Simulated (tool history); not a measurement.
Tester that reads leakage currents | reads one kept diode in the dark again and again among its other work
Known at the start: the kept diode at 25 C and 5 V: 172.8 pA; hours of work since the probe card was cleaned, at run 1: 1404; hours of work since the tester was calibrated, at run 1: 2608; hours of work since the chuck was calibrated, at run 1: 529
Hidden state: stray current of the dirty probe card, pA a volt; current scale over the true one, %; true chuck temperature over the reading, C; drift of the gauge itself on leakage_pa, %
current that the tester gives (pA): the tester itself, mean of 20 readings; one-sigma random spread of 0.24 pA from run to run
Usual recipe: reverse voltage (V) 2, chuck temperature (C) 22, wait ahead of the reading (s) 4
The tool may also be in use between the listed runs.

run    hour  reverse voltage (V)  chuck temperature (C)  wait ahead of the reading (s)  hours of work since the probe card was cleaned  hours of work since the tester was calibrated  hours of work since the chuck was calibrated  current that the tester gives (pA)
  1       0                    2                     22                              4                                            1404                                           2608                                           529                               76.86
  2   128.7                    2                     22                              4                                            1500                                           2704                                           626                               76.99
  3   397.4                    2                     39                              4                                            1702                                           2906                                           827                              361.55
  4   520.1                    2                     39                           0.33                                            1794                                           2998                                           919                               365.3
      597.7  -- tester calibrated
  5   652.6                    2                     39                           0.33                                            1892                                             41                                          1017                              365.15
  6   844.1                    2                     22                              4                                            2035                                            185                                          1161                               76.48
      902.3  -- probe card cleaned and baked
  7   973.9                    2                     22                              4                                              54                                            280                                          1256                               76.71
  8  1086.5                    2                     26                              4                                             138                                            365                                          1341                              111.72
  9  1259.8                    2                     26                              4                                             268                                            495                                          1471                              112.88
 10  1516.4                    2                     23                              4                                             461                                            687                                          1663                               84.21
 11  1627.2                    2                     25                              4                                             544                                            770                                          1746                              102.65
 12  1754.2                    2                     51                           3.78                                             639                                            866                                          1842                              989.74
 13  1996.7                 4.63                     35                           0.56                                             821                                           1047                                          2024                              414.89
 14  2143.1                 4.63                     22                           0.56                                             931                                           1157                                          2133                              125.14
 15  2405.9                 5.49                     59                           0.96                                            1128                                           1355                                          2331                             3285.91
       2639  -- chuck's temperature calibrated
 16    2639                    2                     59                              4                                            1302                                           1528                                             0                             1854.17

Below are 3 alternative next runs, each starting from the tool's condition after run 16. Predict each:
  A  2902.8                 1.01                     60                           1.75                                            1500                                           1726                                           198                                   ?
  B  2902.8                 3.14                     52                           2.36                                            1500                                           1726                                           198                                   ?
  C  2902.8                10.94                     59                           7.72                                            1500                                           1726                                           198                                   ?

run  current that the tester gives (pA)
  A                             1354.47
  B                             1388.64
  C                             4941.58
The same runs, with their run-to-run variation unchanged, on a tool lacking any hidden condition would have given:
run  current that the tester gives (pA)
  A                              1354.6
  B                             1388.73
  C                             4941.84
